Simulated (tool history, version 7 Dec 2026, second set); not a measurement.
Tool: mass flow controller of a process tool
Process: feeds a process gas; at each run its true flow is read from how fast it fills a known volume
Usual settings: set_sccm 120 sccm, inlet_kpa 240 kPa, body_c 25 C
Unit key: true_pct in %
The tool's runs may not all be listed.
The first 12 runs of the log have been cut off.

run      day  set_sccm  inlet_kpa  body_c  hours of work since the controller was set to zero  hours of work since the controller was changed  true_pct
 13   57.238       120        240      24                                                5458                                            5458     101.3
 14    62.85       120        240      24                                                5559                                            5559    101.38
 15     68.9       120        240      24                                                5668                                            5668    101.33
 16   75.233       120        240      24                                                5782                                            5782    101.28
 17   78.567       120        147      24                                                5842                                            5842    102.07
 18   82.742        27        213      21                                                5917                                            5917    103.61
 19   87.496        27        213      21                                                6003                                            6003    103.61
 20   92.942       120        145      28                                                6101                                            6101    102.25
 21   96.317        23        221      25                                                6161                                            6161    104.66
       102.7  -- controller's zero set anew
 22  102.875        83        240      30                                                   3                                            6279    100.68
 23  108.012        22        183      25                                                  96                                            6371    100.78
 24  112.883        22        183      25                                                 183                                            6459    100.96
 25  117.225       133        235      25                                                 261                                            6537    101.12
 26  120.217       133        186      23                                                 315                                            6591    101.31
 27  125.354       120        150      34                                                 408                                            6684    101.93
 28  129.562       120        258      22                                                 483                                            6759    100.77
 29  135.504        21        240      25                                                 590                                            6866    101.04
     137.825  -- controller exchanged for a calibrated one
 30  141.146        21        154      39                                                  60                                              60     99.34
 31  146.608        21        154      39                                                 158                                             158     99.49
 32    152.9        39        159      24                                                 271                                             271      99.1
 33  156.358        51        159      40                                                 334                                             334     99.73

Here are 4 independent what-if runs from the current tool condition. What would each one return?
  A  160.288        69        240      33                                                 404                                             404         ?
  B  160.288       190        264      40                                                 404                                             404         ?
  C  160.288        25        200      25                                                 404                                             404         ?
  D  160.288       139        144      25                                                 404                                             404         ?

run  true_pct
  A     99.08
  B    100.11
  C        99
  D    100.04
With the hidden condition removed and each run's random variation left untouched, the same runs would have given:
run  true_pct
  A     98.85
  B     99.95
  C     98.55
  D     99.86
